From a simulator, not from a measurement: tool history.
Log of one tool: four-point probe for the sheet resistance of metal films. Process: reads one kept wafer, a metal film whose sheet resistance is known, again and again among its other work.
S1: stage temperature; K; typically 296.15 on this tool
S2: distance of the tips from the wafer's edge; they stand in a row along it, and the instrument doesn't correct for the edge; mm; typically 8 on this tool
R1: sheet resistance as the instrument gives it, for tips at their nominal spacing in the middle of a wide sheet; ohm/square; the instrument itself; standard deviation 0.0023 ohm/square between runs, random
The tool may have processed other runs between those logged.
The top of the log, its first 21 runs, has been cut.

run,hour,S1,S2,R1
22,1637.7,293.15,8,11.290196
23,1714.2,298.15,6,11.265001
24,1796.9,303.15,8,11.210271
25,1846.9,292.15,16,11.274368
26,1929.2,302.15,6,11.228897
27,2033.5,306.15,4,11.249103
28,2121.4,301.15,27,11.194085
29,2224.2,296.15,4,11.323973
30,2269.1,293.15,29,11.254762
31,2313.1,296.15,8,11.24859
32,2367.8,293.15,18,11.258841
33,2451.7,308.15,4,11.225077
34,2541.9,294.15,36,11.237999
35,2639.1,296.15,26,11.221014
36,2713.8,293.15,13,11.248303
37,2788.3,292.15,9,11.265366
38,2887.6,295.15,6,11.258863
39,2986.7,302.15,22,11.169722
40,3045.5,300.15,47,11.176804
41,3139.3,300.15,47,11.177155
42,3234.9,294.15,35,11.222154
43,3343.8,296.15,43,11.199118
44,3402.3,308.15,17,11.117291

5 ways to go on from here, each from the tool as it stands after run 44. What would each give?
A,3473.1,295.15,56,?
B,3473.1,296.15,3,?
C,3473.1,308.15,41,?
D,3473.1,299.15,69,?
E,3473.1,305.15,17,?

run,R1
A,11.206159
B,11.36479
C,11.112141
D,11.173636
E,11.137064
What these runs would have given with no unlogged condition in the tool:
run,R1
A,11.286027
B,11.445705
C,11.191492
D,11.253321
E,11.216557

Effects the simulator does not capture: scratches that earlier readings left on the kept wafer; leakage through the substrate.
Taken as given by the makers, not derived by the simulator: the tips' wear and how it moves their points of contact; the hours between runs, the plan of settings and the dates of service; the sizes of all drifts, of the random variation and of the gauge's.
